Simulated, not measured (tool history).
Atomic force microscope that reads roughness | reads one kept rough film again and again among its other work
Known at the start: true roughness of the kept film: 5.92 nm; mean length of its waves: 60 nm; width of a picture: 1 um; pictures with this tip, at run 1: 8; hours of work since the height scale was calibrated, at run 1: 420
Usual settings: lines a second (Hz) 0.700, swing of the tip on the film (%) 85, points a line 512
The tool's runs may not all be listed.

run,hour,lines a second (Hz),swing of the tip on the film (%),points a line,pictures with this tip,hours of work since the height scale was calibrated,roughness of the kept film (nm (root mean square))
1,0.0,0.700,85,512,8,420,5.453
2,17.5,0.700,85,512,34,429,5.446
3,30.3,0.700,85,473,52,436,5.429
4,50.8,0.700,85,512,82,447,5.443
5,60.9,1.684,85,512,96,453,5.137
6,73.6,0.700,85,776,115,459,5.479
7,85.7,0.700,85,776,132,466,5.449
8,97.7,0.700,85,776,149,472,5.457
9,113.8,0.777,85,512,173,481,5.420
# hour 126.2: new tip fitted
10,126.6,0.777,85,512,0,487,5.412
11,142.0,2.827,85,512,23,496,4.760
12,151.5,2.827,85,512,36,501,4.771
13,168.1,2.827,85,512,60,510,4.755
14,182.5,2.827,85,512,81,517,4.748
15,201.7,2.827,85,512,109,528,4.739
16,216.1,0.700,85,579,129,535,5.427
17,233.5,0.700,85,275,155,545,5.418
18,252.2,0.700,85,635,182,555,5.436
# hour 257.9: new tip fitted
19,261.9,0.700,85,635,6,560,5.442
20,279.0,0.700,85,635,31,569,5.425
21,289.9,0.676,79,512,46,574,5.513
22,299.4,0.676,82,512,60,580,5.510
23,315.9,0.791,85,323,84,588,5.422
24,332.3,3.300,71,650,107,597,5.141
25,341.7,0.700,59,976,121,602,5.666
26,351.6,0.700,69,419,135,607,5.572
27,369.4,1.326,85,512,161,617,5.153
28,381.8,2.016,88,960,179,624,4.873
# hour 389.4: new tip fitted
29,395.9,1.132,85,512,9,631,5.345
30,405.7,2.136,85,512,24,636,4.969
31,426.7,2.136,85,512,54,647,4.982
32,443.7,0.931,66,512,78,656,5.560
33,459.2,0.931,71,373,101,665,5.538
34,471.6,0.931,71,373,119,671,5.534
35,480.7,0.700,57,351,132,676,5.642
36,496.0,0.728,85,420,154,684,5.427
37,515.1,1.269,85,512,181,695,5.258
# hour 521.3: new tip fitted
38,532.9,1.555,62,512,16,704,5.549

5 ways to go on from here, each from the tool as it stands after run 38. What would each give?
A,552.8,0.700,80,836,45,714,?
B,552.8,0.700,85,357,45,714,?
C,552.8,0.672,62,512,45,714,?
D,552.8,3.756,85,937,45,714,?
E,552.8,1.868,66,373,45,714,?

run,roughness of the kept film (nm (root mean square))
A,5.508
B,5.413
C,5.652
D,4.529
E,5.410
Without the tool's hidden state the same runs would have given:
run,roughness of the kept film (nm (root mean square))
A,5.514
B,5.419
C,5.658
D,4.534
E,5.416

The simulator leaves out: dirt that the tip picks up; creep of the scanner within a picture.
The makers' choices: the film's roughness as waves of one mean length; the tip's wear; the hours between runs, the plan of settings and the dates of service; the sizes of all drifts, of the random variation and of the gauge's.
